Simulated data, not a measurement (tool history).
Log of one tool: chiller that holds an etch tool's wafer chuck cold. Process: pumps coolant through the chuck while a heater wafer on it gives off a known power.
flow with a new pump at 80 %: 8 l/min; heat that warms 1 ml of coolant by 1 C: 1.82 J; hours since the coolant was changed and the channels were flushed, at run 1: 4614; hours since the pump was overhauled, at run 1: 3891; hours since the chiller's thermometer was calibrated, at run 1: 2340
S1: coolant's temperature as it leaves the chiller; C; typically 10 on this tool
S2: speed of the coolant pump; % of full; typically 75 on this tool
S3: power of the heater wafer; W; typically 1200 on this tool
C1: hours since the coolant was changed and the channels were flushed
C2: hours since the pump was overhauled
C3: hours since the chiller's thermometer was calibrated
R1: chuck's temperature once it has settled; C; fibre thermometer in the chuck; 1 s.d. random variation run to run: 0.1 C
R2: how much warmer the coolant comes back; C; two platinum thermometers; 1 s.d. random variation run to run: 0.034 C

{"run": 1, "hour": 0.0, "S1": 10, "S2": 75, "S3": 1200, "C1": 4614, "C2": 3891, "C3": 2340, "R1": 20.8, "R2": 5.32}
{"run": 2, "hour": 141.1, "S1": 10, "S2": 75, "S3": 1200, "C1": 4755, "C2": 4032, "C3": 2481, "R1": 20.8, "R2": 5.34}
{"run": 3, "hour": 238.3, "S1": 10, "S2": 75, "S3": 1200, "C1": 4852, "C2": 4130, "C3": 2578, "R1": 20.8, "R2": 5.29}
{"run": 4, "hour": 316.4, "S1": 10, "S2": 75, "S3": 1200, "C1": 4931, "C2": 4208, "C3": 2656, "R1": 20.5, "R2": 5.35}
{"run": 5, "hour": 432.6, "S1": 10, "S2": 75, "S3": 1200, "C1": 5047, "C2": 4324, "C3": 2772, "R1": 20.9, "R2": 5.31}
{"run": 6, "hour": 528.0, "S1": 10, "S2": 75, "S3": 1200, "C1": 5142, "C2": 4419, "C3": 2868, "R1": 20.8, "R2": 5.37}
{"run": 7, "hour": 599.4, "S1": 10, "S2": 75, "S3": 1200, "C1": 5214, "C2": 4491, "C3": 2939, "R1": 20.9, "R2": 5.43}
{"run": 8, "hour": 676.4, "S1": 10, "S2": 75, "S3": 1200, "C1": 5291, "C2": 4568, "C3": 3016, "R1": 20.9, "R2": 5.42}
{"run": 9, "hour": 768.9, "S1": 10, "S2": 75, "S3": 1200, "C1": 5383, "C2": 4660, "C3": 3109, "R1": 21.1, "R2": 5.39}
{"run": 10, "hour": 835.0, "S1": 10, "S2": 78, "S3": 1200, "C1": 5449, "C2": 4726, "C3": 3175, "R1": 20.4, "R2": 5.21}
{"run": 11, "hour": 932.8, "S1": 10, "S2": 78, "S3": 1200, "C1": 5547, "C2": 4824, "C3": 3272, "R1": 20.3, "R2": 5.22}
{"run": 12, "hour": 1058.0, "S1": 5, "S2": 78, "S3": 1200, "C1": 5672, "C2": 4949, "C3": 3398, "R1": 15.4, "R2": 5.23}
{"run": 13, "hour": 1175.2, "S1": 5, "S2": 78, "S3": 1200, "C1": 5789, "C2": 5067, "C3": 3515, "R1": 15.5, "R2": 5.28}
{"run": 14, "hour": 1255.5, "S1": 10, "S2": 75, "S3": 1200, "C1": 5870, "C2": 5147, "C3": 3595, "R1": 20.8, "R2": 5.47}
{"run": 15, "hour": 1318.5, "S1": 10, "S2": 75, "S3": 1200, "C1": 5933, "C2": 5210, "C3": 3658, "R1": 20.9, "R2": 5.56}
{"run": 16, "hour": 1413.1, "S1": 10, "S2": 75, "S3": 1200, "C1": 6027, "C2": 5304, "C3": 3753, "R1": 20.9, "R2": 5.5}
{"run": 17, "hour": 1486.8, "S1": 14, "S2": 71, "S3": 648, "C1": 6101, "C2": 5378, "C3": 3826, "R1": 20.1, "R2": 3.29}
{"run": 18, "hour": 1561.3, "S1": 14, "S2": 71, "S3": 924, "C1": 6175, "C2": 5453, "C3": 3901, "R1": 22.8, "R2": 4.65}
{"run": 19, "hour": 1632.8, "S1": 14, "S2": 71, "S3": 924, "C1": 6247, "C2": 5524, "C3": 3972, "R1": 22.8, "R2": 4.65}
{"run": 20, "hour": 1722.6, "S1": 14, "S2": 71, "S3": 924, "C1": 6337, "C2": 5614, "C3": 4062, "R1": 22.7, "R2": 4.66}
{"hour": 1788.4, "done": "coolant changed, channels flushed"}
{"run": 21, "hour": 1873.1, "S1": 4, "S2": 90, "S3": 1017, "C1": 85, "C2": 5758, "C3": 4207, "R1": 11.7, "R2": 3.99}
{"run": 22, "hour": 1934.7, "S1": 10, "S2": 61, "S3": 677, "C1": 146, "C2": 5820, "C3": 4268, "R1": 17.5, "R2": 4.06}
{"run": 23, "hour": 2040.4, "S1": 0, "S2": 83, "S3": 1237, "C1": 252, "C2": 5926, "C3": 4374, "R1": 10.2, "R2": 5.19}
{"run": 24, "hour": 2129.8, "S1": 0, "S2": 82, "S3": 1200, "C1": 341, "C2": 6015, "C3": 4464, "R1": 9.9, "R2": 5.14}
{"run": 25, "hour": 2249.3, "S1": 17, "S2": 74, "S3": 1326, "C1": 461, "C2": 6135, "C3": 4583, "R1": 28.9, "R2": 6.22}
{"run": 26, "hour": 2316.4, "S1": 8, "S2": 75, "S3": 719, "C1": 528, "C2": 6202, "C3": 4650, "R1": 14.4, "R2": 3.56}
{"run": 27, "hour": 2409.5, "S1": 20, "S2": 75, "S3": 719, "C1": 621, "C2": 6295, "C3": 4743, "R1": 26.4, "R2": 3.54}
{"run": 28, "hour": 2533.0, "S1": 5, "S2": 75, "S3": 1468, "C1": 745, "C2": 6418, "C3": 4867, "R1": 18.2, "R2": 6.87}
{"hour": 2545.5, "done": "gauge calibrated"}
{"run": 29, "hour": 2654.4, "S1": 10, "S2": 75, "S3": 1391, "C1": 866, "C2": 6540, "C3": 4988, "R1": 22.6, "R2": 6.22}
{"hour": 2722.8, "done": "chiller's thermometer calibrated"}
{"run": 30, "hour": 2766.4, "S1": 10, "S2": 76, "S3": 1294, "C1": 977, "C2": 6651, "C3": 44, "R1": 21.4, "R2": 5.62}
{"run": 31, "hour": 2836.4, "S1": 10, "S2": 62, "S3": 793, "C1": 1047, "C2": 6721, "C3": 114, "R1": 18.8, "R2": 4.4}

Branching from run 31: 5 alternative next runs. What would each branch give?
{"run": "A", "hour": 2924.8, "S1": 11, "S2": 69, "S3": 688, "C1": 1135, "C2": 6809, "C3": 202, "R1": "?", "R2": "?"}
{"run": "B", "hour": 2924.8, "S1": 11, "S2": 73, "S3": 1200, "C1": 1135, "C2": 6809, "C3": 202, "R1": "?", "R2": "?"}
{"run": "C", "hour": 2924.8, "S1": 10, "S2": 75, "S3": 1674, "C1": 1135, "C2": 6809, "C3": 202, "R1": "?", "R2": "?"}
{"run": "D", "hour": 2924.8, "S1": 3, "S2": 70, "S3": 1478, "C1": 1135, "C2": 6809, "C3": 202, "R1": "?", "R2": "?"}
{"run": "E", "hour": 2924.8, "S1": 1, "S2": 95, "S3": 1295, "C1": 1135, "C2": 6809, "C3": 202, "R1": "?", "R2": "?"}

run=A R1=17.7 R2=3.42
run=B R1=22.2 R2=5.62
run=C R1=24.9 R2=7.45
run=D R1=17.3 R2=7.06
run=E R1=10.2 R2=4.52
With the hidden condition removed and each run's random variation left untouched, the same runs would have given:
run=A R1=17.7 R2=3.36
run=B R1=22.2 R2=5.55
run=C R1=24.9 R2=7.37
run=D R1=17.3 R2=6.99
run=E R1=10.2 R2=4.45
